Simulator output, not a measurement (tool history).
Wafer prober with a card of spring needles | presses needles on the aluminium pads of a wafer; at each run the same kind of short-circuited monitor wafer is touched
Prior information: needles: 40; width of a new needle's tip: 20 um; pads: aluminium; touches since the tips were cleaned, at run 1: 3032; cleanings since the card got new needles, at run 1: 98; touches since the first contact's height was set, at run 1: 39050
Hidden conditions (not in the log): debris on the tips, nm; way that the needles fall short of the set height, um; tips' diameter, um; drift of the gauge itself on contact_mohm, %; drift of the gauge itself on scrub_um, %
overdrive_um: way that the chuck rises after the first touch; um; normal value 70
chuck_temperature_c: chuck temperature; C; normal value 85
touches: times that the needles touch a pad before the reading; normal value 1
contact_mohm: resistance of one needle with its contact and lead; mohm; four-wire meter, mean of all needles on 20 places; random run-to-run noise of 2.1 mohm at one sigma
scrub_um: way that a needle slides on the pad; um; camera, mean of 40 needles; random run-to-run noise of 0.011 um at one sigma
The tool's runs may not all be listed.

run	hour	overdrive_um	chuck_temperature_c	touches	touches since the tips were cleaned	cleanings since the card got new needles	touches since the first contact's height was set	contact_mohm	scrub_um
1	0.0	70	85	1	3032	98	39050	235	10.89
# hour 18.2: tips cleaned on abrasive film
# hour 47.3: tips cleaned on abrasive film
2	69.4	70	85	1	7185	100	61482	232	10.88
# hour 75.7: tips cleaned on abrasive film
# hour 103.3: tips cleaned on abrasive film
3	109.2	70	85	1	1934	102	74308	233	10.85
# hour 126.5: height of the first contact set anew
# hour 133.1: tips cleaned on abrasive film
# hour 164.1: tips cleaned on abrasive film
4	178.3	70	42	1	4617	104	16724	223	10.84
# hour 196.8: tips cleaned on abrasive film
# hour 227.8: tips cleaned on abrasive film
# hour 254.6: tips cleaned on abrasive film
5	254.6	70	42	1	0	107	41359	223	10.82
# hour 285.8: tips cleaned on abrasive film
6	290.7	70	42	2	1579	108	53007	221	10.80
# hour 313.7: tips cleaned on abrasive film
7	328.2	70	42	2	4676	109	65118	228	10.78
# hour 343.8: tips cleaned on abrasive film
# hour 375.3: tips cleaned on abrasive film
# hour 375.6: height of the first contact set anew
8	381.5	70	42	2	1903	111	1903	222	10.78
# hour 402.3: tips cleaned on abrasive film
# hour 434.2: tips cleaned on abrasive film
9	456.3	70	42	2	7158	113	26082	225	10.75
# hour 461.0: tips cleaned on abrasive film
# hour 488.4: tips cleaned on abrasive film
# hour 520.8: tips cleaned on abrasive film
10	525.3	70	42	2	1434	116	48323	225	10.75
# hour 552.2: tips cleaned on abrasive film
# hour 579.4: tips cleaned on abrasive film
11	579.4	70	42	2	12	118	65802	224	10.74
# hour 608.3: tips cleaned on abrasive film
# hour 622.2: height of the first contact set anew
12	622.2	70	35	1	4418	119	0	226	10.72
# hour 638.8: tips cleaned on abrasive film
# hour 666.9: tips cleaned on abrasive film
13	684.4	70	85	1	5656	121	20065	232	10.71
# hour 695.1: tips cleaned on abrasive film
# hour 722.5: tips cleaned on abrasive film
14	730.5	70	85	1	2575	123	34934	235	10.69
# hour 755.0: tips cleaned on abrasive film
15	774.4	70	85	1	6284	124	49124	236	10.68
# hour 786.0: tips cleaned on abrasive film
# hour 814.0: tips cleaned on abrasive film
16	833.1	57	85	3	6195	126	68088	239	8.70
# hour 842.5: tips cleaned on abrasive film
# hour 871.8: tips cleaned on abrasive film
# hour 872.1: height of the first contact set anew
# hour 900.9: tips cleaned on abrasive film
17	908.1	57	85	3	2310	129	11608	237	8.66
# hour 929.8: tips cleaned on abrasive film
# hour 957.9: tips cleaned on abrasive film
18	966.5	57	85	3	2789	131	30481	236	8.63
# hour 986.7: tips cleaned on abrasive film
# hour 1017.0: tips cleaned on abrasive film
19	1030.7	57	85	3	4437	133	51214	239	8.62
# hour 1047.3: tips cleaned on abrasive film
# hour 1075.5: tips cleaned on abrasive film
20	1101.2	70	82	2	8311	135	73990	235	10.59
# hour 1107.6: tips cleaned on abrasive film
# hour 1125.0: height of the first contact set anew
# hour 1135.8: tips cleaned on abrasive film
# hour 1145.7: gauge calibrated
21	1145.7	70	82	2	3228	137	6703	236	10.91
# hour 1163.0: tips cleaned on abrasive film
# hour 1190.0: tips cleaned on abrasive film
# hour 1217.2: tips cleaned on abrasive film
22	1217.2	55	27	2	0	140	29756	219	8.53
# hour 1247.8: tips cleaned on abrasive film
23	1255.5	55	27	2	2502	141	42144	221	8.52
# hour 1274.5: tips cleaned on abrasive film
24	1294.7	85	74	1	6541	142	54812	231	13.16
# hour 1301.3: tips cleaned on abrasive film
# hour 1332.7: tips cleaned on abrasive film
25	1356.1	62	106	2	7593	144	74640	238	9.58
# hour 1362.8: tips cleaned on abrasive film
# hour 1372.1: height of the first contact set anew
# hour 1395.3: tips cleaned on abrasive film
26	1409.5	52	58	1	4601	146	12070	234	8.03
# hour 1427.6: tips cleaned on abrasive film
# hour 1458.8: tips cleaned on abrasive film
27	1470.3	67	30	2	3724	148	31721	224	10.32
# hour 1486.9: tips cleaned on abrasive film
28	1508.0	67	30	2	6838	149	43916	221	10.33
# hour 1518.6: tips cleaned on abrasive film
# hour 1548.6: tips cleaned on abrasive film
# hour 1577.1: tips cleaned on abrasive film
29	1584.7	52	97	1	2474	152	68668	242	8.01

What if the next run were any one of these 3? Each begins from the tool's condition after run 29:
# hour 1608.5: tips cleaned on abrasive film
# hour 1621.8: height of the first contact set anew
# hour 1640.8: tips cleaned on abrasive film
# hour 1668.9: tips cleaned on abrasive film
A	1668.9	59	56	2	0	155	15181	?	?
# hour 1608.5: tips cleaned on abrasive film
# hour 1621.8: height of the first contact set anew
# hour 1640.8: tips cleaned on abrasive film
# hour 1668.9: tips cleaned on abrasive film
B	1668.9	63	31	3	0	155	15181	?	?
# hour 1608.5: tips cleaned on abrasive film
# hour 1621.8: height of the first contact set anew
# hour 1640.8: tips cleaned on abrasive film
# hour 1668.9: tips cleaned on abrasive film
C	1668.9	67	97	1	0	155	15181	?	?

run	contact_mohm	scrub_um
A	232	9.06
B	222	9.66
C	236	10.28
Without the tool's hidden state the same runs would have given:
run	contact_mohm	scrub_um
A	231	9.18
B	222	9.78
C	236	10.42
